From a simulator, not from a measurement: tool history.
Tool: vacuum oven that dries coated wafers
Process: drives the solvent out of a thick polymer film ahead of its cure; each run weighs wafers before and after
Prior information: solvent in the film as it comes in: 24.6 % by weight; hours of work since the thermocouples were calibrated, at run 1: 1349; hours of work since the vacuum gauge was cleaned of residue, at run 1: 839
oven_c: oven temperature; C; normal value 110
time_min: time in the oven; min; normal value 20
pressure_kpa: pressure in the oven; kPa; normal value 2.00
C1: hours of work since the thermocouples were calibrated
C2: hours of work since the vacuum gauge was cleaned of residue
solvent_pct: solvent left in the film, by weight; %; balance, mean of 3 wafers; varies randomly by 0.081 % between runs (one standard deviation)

run 1 day=0.000 | oven_c=110 time_min=20 pressure_kpa=2.00 | C1=1349 C2=839 | solvent_pct=7.36
run 2 day=1.704 | oven_c=112 time_min=20 pressure_kpa=2.00 | C1=1370 C2=860 | solvent_pct=6.58
run 3 day=4.142 | oven_c=125 time_min=20 pressure_kpa=2.00 | C1=1399 C2=889 | solvent_pct=2.33
-- day=7.129 oven's thermocouples calibrated
run 4 day=7.129 | oven_c=125 time_min=20 pressure_kpa=1.84 | C1=0 C2=925 | solvent_pct=2.46
run 5 day=9.808 | oven_c=125 time_min=20 pressure_kpa=1.84 | C1=32 C2=957 | solvent_pct=2.50
run 6 day=13.408 | oven_c=110 time_min=20 pressure_kpa=3.15 | C1=76 C2=1001 | solvent_pct=8.19
run 7 day=16.925 | oven_c=110 time_min=20 pressure_kpa=3.15 | C1=119 C2=1043 | solvent_pct=8.44
run 8 day=19.000 | oven_c=110 time_min=20 pressure_kpa=3.15 | C1=144 C2=1068 | solvent_pct=8.29
run 9 day=21.429 | oven_c=110 time_min=20 pressure_kpa=2.00 | C1=173 C2=1098 | solvent_pct=7.95
-- day=23.454 oven's thermocouples calibrated, once more
run 10 day=24.392 | oven_c=110 time_min=20 pressure_kpa=2.00 | C1=11 C2=1132 | solvent_pct=6.44
run 11 day=28.325 | oven_c=110 time_min=20 pressure_kpa=2.00 | C1=59 C2=1180 | solvent_pct=6.35
run 12 day=30.883 | oven_c=110 time_min=20 pressure_kpa=2.00 | C1=90 C2=1211 | solvent_pct=6.68
run 13 day=34.579 | oven_c=110 time_min=20 pressure_kpa=1.49 | C1=135 C2=1256 | solvent_pct=6.50
run 14 day=37.725 | oven_c=110 time_min=20 pressure_kpa=1.49 | C1=173 C2=1294 | solvent_pct=6.57
run 15 day=40.542 | oven_c=110 time_min=20 pressure_kpa=2.00 | C1=207 C2=1328 | solvent_pct=6.64
run 16 day=42.721 | oven_c=110 time_min=18 pressure_kpa=4.22 | C1=233 C2=1354 | solvent_pct=8.50
run 17 day=44.429 | oven_c=110 time_min=18 pressure_kpa=4.22 | C1=254 C2=1375 | solvent_pct=8.30
run 18 day=48.121 | oven_c=104 time_min=26 pressure_kpa=1.86 | C1=298 C2=1420 | solvent_pct=7.31
run 19 day=50.517 | oven_c=104 time_min=26 pressure_kpa=1.86 | C1=327 C2=1449 | solvent_pct=7.33
run 20 day=54.208 | oven_c=100 time_min=12 pressure_kpa=4.18 | C1=372 C2=1493 | solvent_pct=14.80
run 21 day=57.088 | oven_c=100 time_min=12 pressure_kpa=4.18 | C1=407 C2=1528 | solvent_pct=14.92
run 22 day=60.121 | oven_c=113 time_min=11 pressure_kpa=5.58 | C1=444 C2=1565 | solvent_pct=10.75
run 23 day=63.154 | oven_c=113 time_min=28 pressure_kpa=5.58 | C1=480 C2=1601 | solvent_pct=5.19
run 24 day=66.471 | oven_c=113 time_min=28 pressure_kpa=6.01 | C1=521 C2=1642 | solvent_pct=5.29
run 25 day=68.933 | oven_c=101 time_min=20 pressure_kpa=4.85 | C1=550 C2=1671 | solvent_pct=12.07
run 26 day=71.250 | oven_c=101 time_min=20 pressure_kpa=4.85 | C1=578 C2=1699 | solvent_pct=12.05
run 27 day=74.071 | oven_c=108 time_min=10 pressure_kpa=1.22 | C1=613 C2=1734 | solvent_pct=12.44
run 28 day=77.612 | oven_c=108 time_min=16 pressure_kpa=2.24 | C1=655 C2=1776 | solvent_pct=9.64
run 29 day=79.996 | oven_c=108 time_min=16 pressure_kpa=2.24 | C1=684 C2=1805 | solvent_pct=9.69

Branching from run 29: 3 alternative next runs. What would each branch give?
run A day=82.662 | oven_c=110 time_min=20 pressure_kpa=1.78 | C1=716 C2=1838 | solvent_pct=?
run B day=82.662 | oven_c=108 time_min=13 pressure_kpa=2.29 | C1=716 C2=1838 | solvent_pct=?
run C day=82.662 | oven_c=114 time_min=20 pressure_kpa=2.00 | C1=716 C2=1838 | solvent_pct=?

run=A solvent_pct=6.89
run=B solvent_pct=10.81
run=C solvent_pct=5.52
Take away the tool's hidden state, keep each run's random variation, and the runs would have read:
run=A solvent_pct=6.23
run=B solvent_pct=10.18
run=C solvent_pct=4.91
